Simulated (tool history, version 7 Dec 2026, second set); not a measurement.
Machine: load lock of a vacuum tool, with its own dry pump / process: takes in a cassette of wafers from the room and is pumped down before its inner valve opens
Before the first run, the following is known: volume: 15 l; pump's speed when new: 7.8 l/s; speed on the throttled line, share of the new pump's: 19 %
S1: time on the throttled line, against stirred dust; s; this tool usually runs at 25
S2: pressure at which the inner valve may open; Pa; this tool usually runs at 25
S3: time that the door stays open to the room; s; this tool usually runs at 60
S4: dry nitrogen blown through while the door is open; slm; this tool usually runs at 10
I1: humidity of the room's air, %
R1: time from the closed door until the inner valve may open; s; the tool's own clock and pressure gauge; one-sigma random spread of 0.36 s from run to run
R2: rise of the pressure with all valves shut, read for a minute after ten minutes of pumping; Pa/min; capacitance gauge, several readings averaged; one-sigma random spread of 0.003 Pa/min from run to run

{"run": 1, "day": 0.0, "S1": 25, "S2": 25, "S3": 60, "S4": 10, "I1": 47, "R1": 37.8, "R2": 0.197}
{"run": 2, "day": 26.942, "S1": 25, "S2": 25, "S3": 60, "S4": 10, "I1": 44.9, "R1": 38, "R2": 0.221}
{"run": 3, "day": 53.512, "S1": 25, "S2": 25, "S3": 60, "S4": 10, "I1": 45.4, "R1": 38.5, "R2": 0.232}
{"run": 4, "day": 81.712, "S1": 25, "S2": 25, "S3": 60, "S4": 10, "I1": 46.3, "R1": 37.5, "R2": 0.259}
{"run": 5, "day": 96.125, "S1": 25, "S2": 25, "S3": 60, "S4": 10, "I1": 43.8, "R1": 38.4, "R2": 0.264}
{"run": 6, "day": 115.371, "S1": 25, "S2": 25, "S3": 60, "S4": 10, "I1": 46, "R1": 38.6, "R2": 0.275}
{"run": 7, "day": 131.446, "S1": 25, "S2": 25, "S3": 60, "S4": 10, "I1": 43.7, "R1": 38.5, "R2": 0.286}
{"run": 8, "day": 154.838, "S1": 25, "S2": 25, "S3": 60, "S4": 10, "I1": 42, "R1": 38, "R2": 0.304}
{"run": 9, "day": 166.304, "S1": 25, "S2": 25, "S3": 60, "S4": 10, "I1": 43.5, "R1": 38.6, "R2": 0.309}
{"run": 10, "day": 191.221, "S1": 25, "S2": 25, "S3": 60, "S4": 10, "I1": 47, "R1": 39.3, "R2": 0.339}
{"run": 11, "day": 203.092, "S1": 25, "S2": 25, "S3": 60, "S4": 10, "I1": 44.4, "R1": 39.2, "R2": 0.347}
{"run": 12, "day": 219.629, "S1": 25, "S2": 25, "S3": 60, "S4": 10, "I1": 43.4, "R1": 39.2, "R2": 0.359}
{"day": 236.129, "done": "door's seal changed, seat wiped"}
{"run": 13, "day": 241.867, "S1": 25, "S2": 25, "S3": 60, "S4": 9, "I1": 45, "R1": 39.1, "R2": 0.043}
{"run": 14, "day": 260.304, "S1": 25, "S2": 25, "S3": 60, "S4": 38, "I1": 40.4, "R1": 38.9, "R2": 0.029}
{"run": 15, "day": 275.688, "S1": 26, "S2": 25, "S3": 80, "S4": 10, "I1": 47.4, "R1": 39.8, "R2": 0.065}
{"run": 16, "day": 298.012, "S1": 22, "S2": 35, "S3": 80, "S4": 40, "I1": 48.7, "R1": 35.5, "R2": 0.041}
{"run": 17, "day": 323.917, "S1": 29, "S2": 25, "S3": 144, "S4": 10, "I1": 47.4, "R1": 42.2, "R2": 0.095}
{"run": 18, "day": 352.283, "S1": 47, "S2": 19, "S3": 144, "S4": 9, "I1": 46.9, "R1": 56.7, "R2": 0.111}
{"day": 372.688, "done": "dry pump taken out, an overhauled one fitted"}
{"run": 19, "day": 378.025, "S1": 24, "S2": 41, "S3": 144, "S4": 9, "I1": 45.1, "R1": 34.2, "R2": 0.11}
{"run": 20, "day": 400.183, "S1": 24, "S2": 41, "S3": 144, "S4": 9, "I1": 47.6, "R1": 35.1, "R2": 0.121}
{"run": 21, "day": 426.683, "S1": 24, "S2": 36, "S3": 144, "S4": 9, "I1": 46, "R1": 34.6, "R2": 0.129}
{"run": 22, "day": 445.154, "S1": 16, "S2": 42, "S3": 39, "S4": 6, "I1": 48.8, "R1": 28.5, "R2": 0.104}
{"run": 23, "day": 468.388, "S1": 25, "S2": 39, "S3": 44, "S4": 43, "I1": 45.7, "R1": 35.5, "R2": 0.088}
{"run": 24, "day": 487.433, "S1": 25, "S2": 39, "S3": 44, "S4": 43, "I1": 43.2, "R1": 36.2, "R2": 0.098}
{"run": 25, "day": 501.929, "S1": 14, "S2": 27, "S3": 194, "S4": 5, "I1": 44.1, "R1": 28.3, "R2": 0.189}
{"run": 26, "day": 527.142, "S1": 29, "S2": 27, "S3": 194, "S4": 35, "I1": 41.5, "R1": 39.9, "R2": 0.139}

Predict each of these 5 candidate next runs independently; none follows another, all start after run 26:
{"run": "A", "day": 550.654, "S1": 19, "S2": 32, "S3": 58, "S4": 35, "I1": 45.1, "R1": "?", "R2": "?"}
{"run": "B", "day": 550.654, "S1": 29, "S2": 29, "S3": 98, "S4": 39, "I1": 43.8, "R1": "?", "R2": "?"}
{"run": "C", "day": 550.654, "S1": 25, "S2": 24, "S3": 30, "S4": 20, "I1": 49, "R1": "?", "R2": "?"}
{"run": "D", "day": 550.654, "S1": 23, "S2": 30, "S3": 194, "S4": 5, "I1": 42.5, "R1": "?", "R2": "?"}
{"run": "E", "day": 550.654, "S1": 19, "S2": 42, "S3": 194, "S4": 9, "I1": 43.8, "R1": "?", "R2": "?"}

run=A R1=31.7 R2=0.133
run=B R1=40.3 R2=0.141
run=C R1=37.9 R2=0.134
run=D R1=35.5 R2=0.202
run=E R1=31 R2=0.191
With no hidden state in the tool, these same runs would have given:
run=A R1=31 R2=0.025
run=B R1=39.7 R2=0.034
run=C R1=37.3 R2=0.028
run=D R1=34.8 R2=0.095
run=E R1=30.3 R2=0.086
